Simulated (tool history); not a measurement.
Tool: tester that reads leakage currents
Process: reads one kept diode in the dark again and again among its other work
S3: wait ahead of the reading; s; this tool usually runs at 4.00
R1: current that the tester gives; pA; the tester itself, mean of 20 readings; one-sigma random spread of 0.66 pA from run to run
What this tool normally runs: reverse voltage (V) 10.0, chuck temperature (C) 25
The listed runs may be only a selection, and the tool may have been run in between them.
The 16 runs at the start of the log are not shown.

Run 17, hour 2312.1: usual settings. Result: R1 254.73 pA.
At hour 2332.0: tester calibrated.
Run 18, hour 2493.7: usual settings but reverse voltage (V) 6.3. Result: R1 194.58 pA.
Run 19, hour 2666.8: usual settings but reverse voltage (V) 6.3. Result: R1 197.42 pA.
Run 20, hour 2824.1: usual settings but reverse voltage (V) 6.3. Result: R1 200.01 pA.
Run 21, hour 3023.4: usual settings but reverse voltage (V) 1.7, S3 0.64 s. Result: R1 93.37 pA.
Run 22, hour 3220.4: usual settings but reverse voltage (V) 1.7, S3 0.64 s. Result: R1 94.96 pA.
At hour 3264.6: chuck's temperature calibrated.
Run 23, hour 3328.1: usual settings but reverse voltage (V) 1.7, S3 9.93 s. Result: R1 76.16 pA.
At hour 3364.2: tester calibrated, once more.
Run 24, hour 3429.0: usual settings but reverse voltage (V) 1.7, chuck temperature (C) 29, S3 9.93 s. Result: R1 104.98 pA.
Run 25, hour 3532.4: usual settings but reverse voltage (V) 1.7, chuck temperature (C) 29, S3 9.93 s. Result: R1 106.69 pA.
Run 26, hour 3646.8: usual settings but reverse voltage (V) 1.7, chuck temperature (C) 33, S3 0.42 s. Result: R1 144.44 pA.
Run 27, hour 3824.7: usual settings but reverse voltage (V) 9.0, chuck temperature (C) 56, S3 8.17 s. Result: R1 1860.70 pA.
Run 28, hour 3985.9: usual settings but reverse voltage (V) 9.8, chuck temperature (C) 50, S3 0.31 s. Result: R1 1339.17 pA.

Predict the results of run 29:
Run 29, hour 4094.5: usual settings but reverse voltage (V) 9.8, chuck temperature (C) 50, S3 0.31 s. Result: R1 ?.

R1: 1347.18 pA
If the tool had no hidden condition, the same run with the same run-to-run variation would have returned R1 1282.46 pA.

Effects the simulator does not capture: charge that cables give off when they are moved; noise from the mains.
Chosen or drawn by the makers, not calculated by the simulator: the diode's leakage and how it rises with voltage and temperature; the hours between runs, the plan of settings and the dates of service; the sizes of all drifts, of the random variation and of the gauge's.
